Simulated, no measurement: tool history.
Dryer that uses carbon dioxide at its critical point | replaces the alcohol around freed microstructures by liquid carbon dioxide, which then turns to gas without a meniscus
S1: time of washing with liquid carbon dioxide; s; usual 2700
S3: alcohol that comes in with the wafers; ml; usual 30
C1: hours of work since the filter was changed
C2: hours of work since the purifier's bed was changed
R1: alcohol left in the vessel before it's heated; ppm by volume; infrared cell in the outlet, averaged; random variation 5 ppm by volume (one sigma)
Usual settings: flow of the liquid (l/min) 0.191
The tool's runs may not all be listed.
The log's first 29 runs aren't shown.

run 30 hour=323 | S1=2220 flow_of_the_liquid_(l/min)=0.159 S3=90 | C1=103 C2=249 | R1=918
run 31 hour=330.7 | S1=3000 flow_of_the_liquid_(l/min)=0.137 S3=52 | C1=106 C2=253 | R1=273
run 32 hour=336.8 | S1=2280 flow_of_the_liquid_(l/min)=0.164 S3=30 | C1=109 C2=256 | R1=251
run 33 hour=343.9 | S1=2220 flow_of_the_liquid_(l/min)=0.291 S3=101 | C1=112 C2=259 | R1=59
run 34 hour=355.3 | S1=2640 flow_of_the_liquid_(l/min)=0.191 S3=69 | C1=118 C2=264 | R1=135
run 35 hour=367.8 | S1=2640 flow_of_the_liquid_(l/min)=0.191 S3=69 | C1=123 C2=270 | R1=139
run 36 hour=375.4 | S1=2520 flow_of_the_liquid_(l/min)=0.131 S3=50 | C1=127 C2=273 | R1=740
run 37 hour=387.2 | S1=2880 flow_of_the_liquid_(l/min)=0.229 S3=30 | C1=132 C2=278 | R1=42
run 38 hour=394.1 | S1=3480 flow_of_the_liquid_(l/min)=0.271 S3=43 | C1=135 C2=282 | R1=31
run 39 hour=402.6 | S1=3900 flow_of_the_liquid_(l/min)=0.119 S3=36 | C1=139 C2=285 | R1=135
run 40 hour=415.1 | S1=2460 flow_of_the_liquid_(l/min)=0.119 S3=90 | C1=145 C2=291 | R1=2340
run 41 hour=427.8 | S1=2280 flow_of_the_liquid_(l/min)=0.191 S3=30 | C1=151 C2=297 | R1=159
run 42 hour=437.8 | S1=3240 flow_of_the_liquid_(l/min)=0.12 S3=118 | C1=155 C2=301 | R1=956
run 43 hour=451.4 | S1=3240 flow_of_the_liquid_(l/min)=0.12 S3=118 | C1=161 C2=308 | R1=985
run 44 hour=462.7 | S1=2700 flow_of_the_liquid_(l/min)=0.291 S3=72 | C1=166 C2=313 | R1=35
run 45 hour=473.3 | S1=2700 flow_of_the_liquid_(l/min)=0.291 S3=72 | C1=171 C2=318 | R1=48
run 46 hour=485.5 | S1=3540 flow_of_the_liquid_(l/min)=0.18 S3=20 | C1=177 C2=323 | R1=47

Forecast each of these 5 alternatives for the next run:
run A hour=493.1 | S1=3540 flow_of_the_liquid_(l/min)=0.307 S3=20 | C1=180 C2=327 | R1=?
run B hour=493.1 | S1=2820 flow_of_the_liquid_(l/min)=0.191 S3=30 | C1=180 C2=327 | R1=?
run C hour=493.1 | S1=3540 flow_of_the_liquid_(l/min)=0.18 S3=67 | C1=180 C2=327 | R1=?
run D hour=493.1 | S1=2700 flow_of_the_liquid_(l/min)=0.169 S3=55 | C1=180 C2=327 | R1=?
run E hour=493.1 | S1=3540 flow_of_the_liquid_(l/min)=0.253 S3=45 | C1=180 C2=327 | R1=?

run=A R1=42
run=B R1=77
run=C R1=64
run=D R1=232
run=E R1=47
Without the tool's hidden state the same runs would have given:
run=A R1=3
run=B R1=13
run=C R1=8
run=D R1=76
run=E R1=7

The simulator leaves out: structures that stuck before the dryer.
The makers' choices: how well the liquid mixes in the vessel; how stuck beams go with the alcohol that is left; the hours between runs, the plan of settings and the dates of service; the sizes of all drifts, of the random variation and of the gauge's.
